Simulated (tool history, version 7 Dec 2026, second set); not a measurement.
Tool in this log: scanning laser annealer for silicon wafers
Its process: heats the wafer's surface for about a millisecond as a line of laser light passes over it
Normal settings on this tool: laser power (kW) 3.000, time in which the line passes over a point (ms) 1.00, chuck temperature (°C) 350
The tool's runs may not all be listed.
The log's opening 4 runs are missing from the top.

| run | hour | laser power (kW) | time in which the line passes over a point (ms) | chuck temperature (°C) | highest temperature of the surface (°C) |
|---|---|---|---|---|---|
| 5 | 67.8 | 2.653 | 1.00 | 350 | 1068 |
| 6 | 96.5 | 2.653 | 1.00 | 350 | 1071 |
| 7 | 119.8 | 3.000 | 1.00 | 350 | 1173 |
| 8 | 147.1 | 3.000 | 0.83 | 350 | 1104 |
| 9 | 169.1 | 3.000 | 0.83 | 350 | 1105 |
|  | 188.6 | window over the wafer cleaned |
| 10 | 191.5 | 3.000 | 0.83 | 350 | 1105 |
| 11 | 221.0 | 3.000 | 1.00 | 350 | 1173 |
| 12 | 234.7 | 3.000 | 1.00 | 350 | 1175 |
| 13 | 263.9 | 3.000 | 1.11 | 350 | 1218 |
| 14 | 290.1 | 3.000 | 1.11 | 350 | 1217 |
| 15 | 306.0 | 3.079 | 1.00 | 350 | 1199 |
| 16 | 327.3 | 3.079 | 1.00 | 350 | 1198 |
| 17 | 346.6 | 3.079 | 1.00 | 350 | 1201 |
| 18 | 358.6 | 2.963 | 1.00 | 350 | 1165 |
| 19 | 384.3 | 3.000 | 1.00 | 350 | 1173 |
| 20 | 411.6 | 3.000 | 1.00 | 350 | 1173 |
| 21 | 428.7 | 2.950 | 1.00 | 329 | 1139 |
| 22 | 456.0 | 3.236 | 0.73 | 314 | 1089 |
|  | 463.7 | optics aligned, line set to its width |
| 23 | 482.4 | 3.236 | 0.73 | 314 | 1088 |
| 24 | 501.8 | 3.269 | 0.73 | 316 | 1101 |
| 25 | 526.4 | 3.269 | 0.73 | 316 | 1098 |
| 26 | 543.6 | 3.000 | 1.16 | 350 | 1235 |

What will run 27 give?
| 27 | 569.6 | 3.000 | 1.16 | 350 | ? |

highest temperature of the surface (°C): 1235
The same run, on a tool lacking any hidden state, would have yielded highest temperature of the surface (°C) 1235.
